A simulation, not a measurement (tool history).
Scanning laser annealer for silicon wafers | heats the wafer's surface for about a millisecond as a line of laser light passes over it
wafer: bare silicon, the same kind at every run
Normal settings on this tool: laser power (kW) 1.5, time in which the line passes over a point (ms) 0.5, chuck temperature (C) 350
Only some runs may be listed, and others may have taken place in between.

run,hour,laser power (kW),time in which the line passes over a point (ms),chuck temperature (C),highest temperature of the surface (C)
1,0,1.5,0.5,350,1109
2,42.2,1.5,0.5,350,1107
3,85.2,1.5,0.5,350,1108
4,120.8,1.5,0.5,350,1106
5,179.2,1.5,0.5,350,1105
6,209.9,1.5,0.5,350,1111
# hour 266.3: window over the wafer cleaned
7,267.8,1.5,0.45,350,1071
8,319.8,1.5,0.45,350,1073
9,378.7,1.5,0.45,350,1068
10,412.5,1.5,0.45,350,1072
11,459.9,1.5,0.5,354,1110
12,499.6,1.5,0.504,350,1112
13,544.2,1.5,0.504,350,1112
14,596.4,1.5,0.432,350,1055
15,657.6,1.5,0.432,350,1057
16,693.1,1.5,0.5,350,1111
# hour 723.9: optics aligned, line set to its width
17,752.5,1.5,0.5,350,1111
18,787.1,1.5,0.5,346,1102
19,841.6,1.5,0.5,346,1103
20,886.6,1.35,0.5,375,1055
21,944,1.5,0.534,350,1129
22,969.3,1.614,0.445,337,1110
23,1006.1,1.645,0.374,334,1058
# hour 1021.5: window over the wafer cleaned
24,1064.1,1.645,0.374,334,1060
25,1106.7,1.398,0.446,382,1048
26,1160.3,1.398,0.446,382,1046
27,1196.5,1.612,0.523,324,1162
28,1235.4,1.516,0.549,380,1178
29,1266.9,1.516,0.549,380,1180
30,1319.5,1.516,0.552,366,1171
31,1362,1.445,0.571,377,1155
32,1396,1.537,0.5,316,1091
33,1434.7,1.537,0.5,316,1095
34,1487.2,1.291,0.591,373,1074

The next listed run, before its measurement:
35,1517.4,1.291,0.591,373,?

highest temperature of the surface (C): 1072
The same run, on a tool lacking any hidden state, would have yielded highest temperature of the surface (C) 1072.
